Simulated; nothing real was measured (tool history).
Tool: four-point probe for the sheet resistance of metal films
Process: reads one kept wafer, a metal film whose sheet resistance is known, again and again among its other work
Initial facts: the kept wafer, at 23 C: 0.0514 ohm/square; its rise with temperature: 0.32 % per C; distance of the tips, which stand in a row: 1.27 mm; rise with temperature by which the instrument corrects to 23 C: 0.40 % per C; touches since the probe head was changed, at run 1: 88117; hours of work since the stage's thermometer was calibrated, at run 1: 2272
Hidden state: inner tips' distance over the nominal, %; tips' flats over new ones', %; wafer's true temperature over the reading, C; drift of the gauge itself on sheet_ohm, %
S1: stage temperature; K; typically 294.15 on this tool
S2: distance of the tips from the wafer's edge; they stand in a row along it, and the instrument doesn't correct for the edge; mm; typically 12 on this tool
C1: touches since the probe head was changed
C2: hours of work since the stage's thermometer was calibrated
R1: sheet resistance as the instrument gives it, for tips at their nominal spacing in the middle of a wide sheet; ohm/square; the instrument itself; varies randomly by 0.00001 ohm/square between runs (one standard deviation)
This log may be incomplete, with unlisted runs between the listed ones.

| run | day | S1 | S2 | C1 | C2 | R1 |
|---|---|---|---|---|---|---|
| 1 | 0.000 | 294.15 | 12 | 88117 | 2272 | 0.052437 |
| 2 | 4.071 | 294.15 | 12 | 92231 | 2331 | 0.052437 |
| 3 | 7.108 | 294.15 | 4 | 95299 | 2376 | 0.054809 |
| 4 | 9.604 | 294.15 | 4 | 97819 | 2412 | 0.054812 |
| 5 | 11.754 | 294.15 | 4 | 99991 | 2444 | 0.054805 |
| 6 | 16.392 | 294.15 | 58 | 104674 | 2511 | 0.052160 |
| 7 | 20.258 | 294.15 | 58 | 108583 | 2568 | 0.052180 |
|  | 23.129 | stage's thermometer calibrated |
| 8 | 24.700 | 294.15 | 58 | 113046 | 23 | 0.052242 |
| 9 | 27.542 | 298.15 | 58 | 115918 | 64 | 0.052075 |
| 10 | 29.425 | 298.15 | 58 | 117820 | 92 | 0.052082 |
| 11 | 32.592 | 302.15 | 52 | 121017 | 138 | 0.051930 |
| 12 | 34.650 | 295.15 | 17 | 123097 | 168 | 0.052395 |
|  | 35.396 | stage's thermometer calibrated, once more |
| 13 | 38.050 | 295.15 | 17 | 126512 | 39 | 0.052198 |
| 14 | 41.312 | 300.15 | 16 | 129805 | 86 | 0.052001 |
| 15 | 45.896 | 300.15 | 16 | 134434 | 153 | 0.052027 |
| 16 | 47.946 | 298.15 | 7 | 136504 | 183 | 0.052841 |
| 17 | 52.171 | 299.15 | 26 | 140773 | 245 | 0.051982 |
| 18 | 55.908 | 299.15 | 26 | 144551 | 300 | 0.051969 |

Describe how what the log doesn't record of the tool's condition differs between the last listed run preceding each entry between runs and the first listed run following it.
In the gap between runs 7 and 8: stage's thermometer calibrated (day 23.129)
  inner tips' distance over the nominal, %: 0.965 -> 0.981; tips' flats over new ones', %: 28 -> 29; wafer's true temperature over the reading, C: 0.89 -> 1.2
  measured minus no-state result, R1: +0.000689 -> +0.000751 ohm/square
In the gap between runs 12 and 13: stage's thermometer calibrated, once more (day 35.396)
  inner tips' distance over the nominal, %: 1.016 -> 1.028; tips' flats over new ones', %: 32 -> 33; wafer's true temperature over the reading, C: 1.26 -> 0.07
  measured minus no-state result, R1: +0.000781 -> +0.000586 ohm/square
